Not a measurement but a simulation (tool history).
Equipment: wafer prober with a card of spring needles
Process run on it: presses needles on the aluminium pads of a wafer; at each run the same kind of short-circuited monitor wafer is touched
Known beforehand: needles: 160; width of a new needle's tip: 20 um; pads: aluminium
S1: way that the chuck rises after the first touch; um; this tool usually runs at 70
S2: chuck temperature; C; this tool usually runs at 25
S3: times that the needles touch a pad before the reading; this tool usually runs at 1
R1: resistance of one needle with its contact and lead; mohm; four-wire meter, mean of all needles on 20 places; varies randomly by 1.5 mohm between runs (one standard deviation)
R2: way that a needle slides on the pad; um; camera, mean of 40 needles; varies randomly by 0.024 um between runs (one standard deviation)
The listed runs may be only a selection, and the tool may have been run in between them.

run 1 hour=0 | S1=70 S2=25 S3=1 | R1=185 R2=10.3
-- hour=15 tips cleaned on abrasive film
-- hour=54.1 tips cleaned on abrasive film
run 2 hour=57.2 | S1=70 S2=25 S3=1 | R1=158 R2=10.23
-- hour=89.8 tips cleaned on abrasive film
-- hour=124.9 tips cleaned on abrasive film
run 3 hour=125.7 | S1=64 S2=25 S3=1 | R1=152 R2=9.32
-- hour=158.3 tips cleaned on abrasive film
-- hour=191.9 tips cleaned on abrasive film, once more
run 4 hour=195.5 | S1=64 S2=25 S3=1 | R1=162 R2=9.32
-- hour=228.2 tips cleaned on abrasive film
run 5 hour=229.9 | S1=64 S2=25 S3=1 | R1=155 R2=9.32
-- hour=263.1 tips cleaned on abrasive film
run 6 hour=295.8 | S1=64 S2=25 S3=1 | R1=208 R2=9.29
-- hour=301.5 tips cleaned on abrasive film
-- hour=341.3 tips cleaned on abrasive film
run 7 hour=369.8 | S1=64 S2=25 S3=1 | R1=201 R2=9.26
-- hour=381.1 tips cleaned on abrasive film
-- hour=416.7 tips cleaned on abrasive film
run 8 hour=442.1 | S1=64 S2=25 S3=1 | R1=203 R2=9.24
-- hour=451 tips cleaned on abrasive film
-- hour=490.3 tips cleaned on abrasive film
run 9 hour=502.2 | S1=64 S2=25 S3=1 | R1=175 R2=9.19
-- hour=524.1 tips cleaned on abrasive film
run 10 hour=537 | S1=64 S2=25 S3=1 | R1=182 R2=9.18
-- hour=561.9 tips cleaned on abrasive film
-- hour=588.7 height of the first contact set anew
-- hour=600.1 tips cleaned on abrasive film
run 11 hour=614.6 | S1=64 S2=25 S3=1 | R1=183 R2=9.43
-- hour=634 tips cleaned on abrasive film
run 12 hour=660.1 | S1=70 S2=25 S3=1 | R1=197 R2=10.32
-- hour=671.4 tips cleaned on abrasive film
-- hour=710.6 tips cleaned on abrasive film
run 13 hour=725.2 | S1=52 S2=25 S3=1 | R1=203 R2=7.66
-- hour=745.3 tips cleaned on abrasive film
run 14 hour=771.4 | S1=70 S2=25 S3=1 | R1=195 R2=10.27
-- hour=780.6 tips cleaned on abrasive film
-- hour=818 tips cleaned on abrasive film
run 15 hour=836 | S1=70 S2=25 S3=1 | R1=178 R2=10.21
-- hour=854 tips cleaned on abrasive film
-- hour=890.8 tips cleaned on abrasive film
run 16 hour=904.7 | S1=70 S2=25 S3=1 | R1=176 R2=10.2
-- hour=927.1 tips cleaned on abrasive film
-- hour=965 tips cleaned on abrasive film
run 17 hour=974.5 | S1=72 S2=59 S3=1 | R1=173 R2=10.43
-- hour=1001.2 tips cleaned on abrasive film
-- hour=1038 tips cleaned on abrasive film
run 18 hour=1055.1 | S1=77 S2=123 S3=1 | R1=185 R2=11.19
-- hour=1072.8 tips cleaned on abrasive film
-- hour=1106.6 tips cleaned on abrasive film
run 19 hour=1106.6 | S1=77 S2=123 S3=1 | R1=159 R2=11.13
-- hour=1142.5 tips cleaned on abrasive film
run 20 hour=1147.3 | S1=52 S2=55 S3=1 | R1=185 R2=7.46
-- hour=1180.3 tips cleaned on abrasive film
-- hour=1215.3 tips cleaned on abrasive film
run 21 hour=1227.8 | S1=52 S2=55 S3=1 | R1=213 R2=7.45
-- hour=1253 tips cleaned on abrasive film
-- hour=1286.9 tips cleaned on abrasive film
run 22 hour=1287 | S1=52 S2=55 S3=1 | R1=165 R2=7.41
-- hour=1305.2 height of the first contact set anew
-- hour=1326.4 tips cleaned on abrasive film
run 23 hour=1359 | S1=52 S2=94 S3=2 | R1=220 R2=7.64
-- hour=1364.5 tips cleaned on abrasive film
-- hour=1398.8 tips cleaned on abrasive film
-- hour=1436.5 tips cleaned on abrasive film
run 24 hour=1436.5 | S1=83 S2=36 S3=3 | R1=143 R2=12.22
-- hour=1473.2 tips cleaned on abrasive film
-- hour=1507 tips cleaned on abrasive film
run 25 hour=1507 | S1=70 S2=41 S3=1 | R1=149 R2=10.25

Run 26 is up next; what results do you expect?
-- hour=1540.7 tips cleaned on abrasive film
run 26 hour=1566 | S1=85 S2=41 S3=1 | R1=? R2=?

{"run 26": {"R1": 173, "R2": 12.5}}
Minus the tool's unlogged condition, the same run would have read R1 137 mohm, R2 12.59 um.
